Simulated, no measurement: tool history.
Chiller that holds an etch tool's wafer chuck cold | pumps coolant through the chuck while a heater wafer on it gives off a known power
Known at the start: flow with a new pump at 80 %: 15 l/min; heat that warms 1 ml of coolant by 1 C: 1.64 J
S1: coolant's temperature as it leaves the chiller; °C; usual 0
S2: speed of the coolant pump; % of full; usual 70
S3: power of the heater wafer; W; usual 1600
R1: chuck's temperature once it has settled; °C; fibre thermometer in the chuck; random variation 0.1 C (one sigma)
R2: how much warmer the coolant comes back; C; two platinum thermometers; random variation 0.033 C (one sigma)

run 1 hour=0 | S1=0 S2=70 S3=1600 | R1=18.3 R2=4.64
run 2 hour=42 | S1=0 S2=70 S3=1600 | R1=18.4 R2=4.67
run 3 hour=94.6 | S1=0 S2=70 S3=1600 | R1=18.2 R2=4.7
run 4 hour=142 | S1=0 S2=70 S3=1782 | R1=20.5 R2=5.23
run 5 hour=176.8 | S1=0 S2=70 S3=1782 | R1=20.5 R2=5.18
run 6 hour=209.3 | S1=0 S2=70 S3=1782 | R1=20.6 R2=5.19
-- hour=224 chiller's thermometer calibrated
run 7 hour=252.8 | S1=0 S2=70 S3=1600 | R1=19.1 R2=4.68
run 8 hour=295.6 | S1=0 S2=70 S3=1600 | R1=19.1 R2=4.64
run 9 hour=331 | S1=0 S2=70 S3=1600 | R1=19.1 R2=4.68
-- hour=340.5 coolant pump overhauled
run 10 hour=376.4 | S1=-1 S2=70 S3=1600 | R1=18.2 R2=4.74
run 11 hour=408.1 | S1=0 S2=70 S3=1600 | R1=19.4 R2=4.71
-- hour=453.5 coolant pump overhauled, once more
run 12 hour=458.7 | S1=0 S2=70 S3=1098 | R1=12.9 R2=3.15
run 13 hour=509 | S1=0 S2=70 S3=1098 | R1=12.9 R2=3.12
run 14 hour=539.4 | S1=0 S2=70 S3=1098 | R1=12.9 R2=3.14
run 15 hour=568.1 | S1=0 S2=70 S3=1098 | R1=13 R2=3.16
run 16 hour=611.7 | S1=0 S2=70 S3=1098 | R1=12.9 R2=3.13
run 17 hour=662.8 | S1=0 S2=70 S3=1098 | R1=12.9 R2=3.1
run 18 hour=707.1 | S1=0 S2=70 S3=2242 | R1=26.5 R2=6.46
run 19 hour=731 | S1=-7 S2=67 S3=1600 | R1=12.3 R2=4.77
run 20 hour=761.9 | S1=-5 S2=67 S3=1600 | R1=14.5 R2=4.8
run 21 hour=817.4 | S1=-6 S2=67 S3=956 | R1=5.6 R2=2.94
run 22 hour=870.1 | S1=-6 S2=70 S3=1452 | R1=11.1 R2=4.14
run 23 hour=912.3 | S1=-8 S2=70 S3=2026 | R1=16.1 R2=5.83
run 24 hour=954.1 | S1=-8 S2=70 S3=2026 | R1=16.1 R2=5.78
run 25 hour=995.5 | S1=0 S2=70 S3=1463 | R1=17.3 R2=4.13
run 26 hour=1019.6 | S1=2 S2=65 S3=1080 | R1=15.5 R2=3.34
run 27 hour=1060.7 | S1=2 S2=65 S3=1080 | R1=15.3 R2=3.36
run 28 hour=1082.9 | S1=2 S2=65 S3=1080 | R1=15.5 R2=3.38
run 29 hour=1121.3 | S1=2 S2=65 S3=1080 | R1=15.4 R2=3.37
run 30 hour=1160.3 | S1=-1 S2=79 S3=2047 | R1=21.7 R2=5.14
run 31 hour=1192.1 | S1=0 S2=70 S3=1223 | R1=14.5 R2=3.5
run 32 hour=1222.4 | S1=8 S2=67 S3=844 | R1=18.2 R2=2.55

Some steps in R1 between neighbouring runs. How much of each would the tool show without its hidden state too (settings, what came in, random variation), and how much is left for the hidden state, with any gauge scatter that isn't in both results?
The hidden state here: heat passed by the chuck's channels, % of clean ones'; flow at a given pump speed, % of a new pump's; coolant's true temperature over the reading, C; drift of the gauge itself on chuck_c, C; drift of the gauge itself on warmer_back_c, C.
Run 6 -> 7: S3 1782 -> 1600, chiller's thermometer calibrated. R1 -1.5 °C: hidden state +0.6, all else -2.1.
Run 11 -> 12: S3 1600 -> 1098, coolant pump overhauled, once more. R1 -6.5 °C: hidden state -0.6, all else -5.9.
Run 17 -> 18: S3 1098 -> 2242. R1 +13.6 °C: hidden state +0.5, all else +13.1.
Run 18 -> 19: S1 0 -> -7, S2 70 -> 67, S3 2242 -> 1600. R1 -14.2 °C: hidden state -0.2, all else -14.
Run 20 -> 21: S1 -5 -> -6, S3 1600 -> 956. R1 -8.9 °C: hidden state -0.3, all else -8.6.
